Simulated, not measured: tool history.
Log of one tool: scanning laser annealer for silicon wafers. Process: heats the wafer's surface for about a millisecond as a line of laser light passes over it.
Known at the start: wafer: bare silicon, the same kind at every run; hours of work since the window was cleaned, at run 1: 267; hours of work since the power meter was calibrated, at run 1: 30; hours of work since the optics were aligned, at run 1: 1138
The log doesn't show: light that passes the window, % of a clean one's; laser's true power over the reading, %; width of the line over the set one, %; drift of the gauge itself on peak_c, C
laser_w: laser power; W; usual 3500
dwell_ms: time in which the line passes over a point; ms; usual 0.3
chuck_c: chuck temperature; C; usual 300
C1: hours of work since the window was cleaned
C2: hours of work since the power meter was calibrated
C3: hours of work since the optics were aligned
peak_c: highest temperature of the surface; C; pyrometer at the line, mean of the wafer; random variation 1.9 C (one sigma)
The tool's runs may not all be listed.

{"run": 1, "hour": 0.0, "laser_w": 3500, "dwell_ms": 0.3, "chuck_c": 300, "C1": 267, "C2": 30, "C3": 1138, "peak_c": 1099}
{"run": 2, "hour": 19.6, "laser_w": 3500, "dwell_ms": 0.3, "chuck_c": 265, "C1": 280, "C2": 43, "C3": 1151, "peak_c": 1064}
{"run": 3, "hour": 62.5, "laser_w": 3612, "dwell_ms": 0.3, "chuck_c": 265, "C1": 309, "C2": 71, "C3": 1179, "peak_c": 1097}
{"run": 4, "hour": 99.6, "laser_w": 3500, "dwell_ms": 0.3, "chuck_c": 300, "C1": 333, "C2": 96, "C3": 1204, "peak_c": 1093}
{"run": 5, "hour": 140.4, "laser_w": 3500, "dwell_ms": 0.3, "chuck_c": 300, "C1": 361, "C2": 123, "C3": 1231, "peak_c": 1095}
{"run": 6, "hour": 168.5, "laser_w": 3500, "dwell_ms": 0.3, "chuck_c": 300, "C1": 379, "C2": 142, "C3": 1250, "peak_c": 1092}
{"run": 7, "hour": 206.2, "laser_w": 3500, "dwell_ms": 0.3, "chuck_c": 300, "C1": 404, "C2": 167, "C3": 1275, "peak_c": 1092}
{"run": 8, "hour": 241.5, "laser_w": 3500, "dwell_ms": 0.3, "chuck_c": 300, "C1": 428, "C2": 190, "C3": 1298, "peak_c": 1086}
{"run": 9, "hour": 283.7, "laser_w": 3500, "dwell_ms": 0.3, "chuck_c": 300, "C1": 456, "C2": 218, "C3": 1326, "peak_c": 1087}
{"run": 10, "hour": 323.2, "laser_w": 3500, "dwell_ms": 0.3, "chuck_c": 300, "C1": 482, "C2": 245, "C3": 1352, "peak_c": 1088}
{"run": 11, "hour": 357.6, "laser_w": 3500, "dwell_ms": 0.3, "chuck_c": 300, "C1": 505, "C2": 268, "C3": 1375, "peak_c": 1087}
{"run": 12, "hour": 383.1, "laser_w": 3500, "dwell_ms": 0.3, "chuck_c": 300, "C1": 522, "C2": 284, "C3": 1392, "peak_c": 1089}
{"hour": 387.9, "done": "window over the wafer cleaned"}
{"run": 13, "hour": 426.6, "laser_w": 3500, "dwell_ms": 0.3, "chuck_c": 300, "C1": 26, "C2": 312, "C3": 1420, "peak_c": 1075}
{"run": 14, "hour": 462.1, "laser_w": 3500, "dwell_ms": 0.325, "chuck_c": 300, "C1": 49, "C2": 336, "C3": 1443, "peak_c": 1106}
{"run": 15, "hour": 499.7, "laser_w": 3500, "dwell_ms": 0.325, "chuck_c": 300, "C1": 74, "C2": 361, "C3": 1468, "peak_c": 1107}

The next listed run, before its measurement:
{"run": 16, "hour": 529.4, "laser_w": 3500, "dwell_ms": 0.3, "chuck_c": 269, "C1": 94, "C2": 380, "C3": 1488, "peak_c": "?"}

{"run 16": {"peak_c": 1038}}
Without the tool's hidden state the same run would have given peak_c 1083 C.
